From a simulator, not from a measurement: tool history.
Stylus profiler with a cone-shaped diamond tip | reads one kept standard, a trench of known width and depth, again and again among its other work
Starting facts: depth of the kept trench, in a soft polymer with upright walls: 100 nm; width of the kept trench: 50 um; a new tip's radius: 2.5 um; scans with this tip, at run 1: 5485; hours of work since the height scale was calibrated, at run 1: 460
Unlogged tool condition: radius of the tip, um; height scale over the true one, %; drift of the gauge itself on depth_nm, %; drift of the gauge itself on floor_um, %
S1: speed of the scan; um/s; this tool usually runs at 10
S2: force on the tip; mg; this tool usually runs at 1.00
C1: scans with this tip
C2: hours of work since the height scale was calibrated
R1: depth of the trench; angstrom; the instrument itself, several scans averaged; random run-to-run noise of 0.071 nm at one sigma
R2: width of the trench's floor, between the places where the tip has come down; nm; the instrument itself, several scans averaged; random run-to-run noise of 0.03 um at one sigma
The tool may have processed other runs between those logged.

{"run": 1, "day": 0.0, "S1": 10, "S2": 1.0, "C1": 5485, "C2": 460, "R1": 1006.0, "R2": 48290}
{"run": 2, "day": 3.492, "S1": 10, "S2": 1.0, "C1": 5970, "C2": 500, "R1": 1004.9, "R2": 48330}
{"run": 3, "day": 6.188, "S1": 10, "S2": 1.0, "C1": 6344, "C2": 532, "R1": 1005.4, "R2": 48300}
{"run": 4, "day": 11.879, "S1": 10, "S2": 1.0, "C1": 7133, "C2": 598, "R1": 1006.5, "R2": 48250}
{"run": 5, "day": 14.829, "S1": 10, "S2": 1.0, "C1": 7542, "C2": 632, "R1": 1004.9, "R2": 48280}
{"run": 6, "day": 19.125, "S1": 10, "S2": 1.0, "C1": 8138, "C2": 682, "R1": 1006.4, "R2": 48270}
{"run": 7, "day": 22.508, "S1": 10, "S2": 1.0, "C1": 8608, "C2": 721, "R1": 1006.5, "R2": 48210}
{"run": 8, "day": 25.167, "S1": 10, "S2": 1.0, "C1": 8976, "C2": 752, "R1": 1006.3, "R2": 48200}
{"run": 9, "day": 30.617, "S1": 10, "S2": 1.0, "C1": 9733, "C2": 816, "R1": 1007.7, "R2": 48160}
{"run": 10, "day": 36.388, "S1": 18, "S2": 2.69, "C1": 10533, "C2": 883, "R1": 1008.5, "R2": 48140}
{"run": 11, "day": 38.883, "S1": 3, "S2": 1.43, "C1": 10879, "C2": 912, "R1": 1007.0, "R2": 48160}
{"run": 12, "day": 43.271, "S1": 4, "S2": 1.0, "C1": 11488, "C2": 963, "R1": 1008.4, "R2": 48130}
{"run": 13, "day": 49.0, "S1": 4, "S2": 1.0, "C1": 12283, "C2": 1029, "R1": 1006.9, "R2": 48140}
{"run": 14, "day": 51.512, "S1": 10, "S2": 1.68, "C1": 12631, "C2": 1058, "R1": 1009.5, "R2": 48060}
{"run": 15, "day": 57.675, "S1": 10, "S2": 1.68, "C1": 13487, "C2": 1130, "R1": 1010.2, "R2": 48070}

4 options for the next run, each taken on its own from the tool as it stands now. Forecast them:
{"run": "A", "day": 61.75, "S1": 37, "S2": 1.0, "C1": 14052, "C2": 1177, "R1": "?", "R2": "?"}
{"run": "B", "day": 61.75, "S1": 6, "S2": 0.59, "C1": 14052, "C2": 1177, "R1": "?", "R2": "?"}
{"run": "C", "day": 61.75, "S1": 30, "S2": 1.85, "C1": 14052, "C2": 1177, "R1": "?", "R2": "?"}
{"run": "D", "day": 61.75, "S1": 10, "S2": 0.92, "C1": 14052, "C2": 1177, "R1": "?", "R2": "?"}

run=A R1=1007.6 R2=47950
run=B R1=1006.9 R2=48060
run=C R1=1009.8 R2=48020
run=D R1=1008.0 R2=48020
What these runs would have given with no unlogged condition in the tool:
run=A R1=1002.4 R2=48460
run=B R1=1001.7 R2=48580
run=C R1=1004.6 R2=48540
run=D R1=1002.8 R2=48530
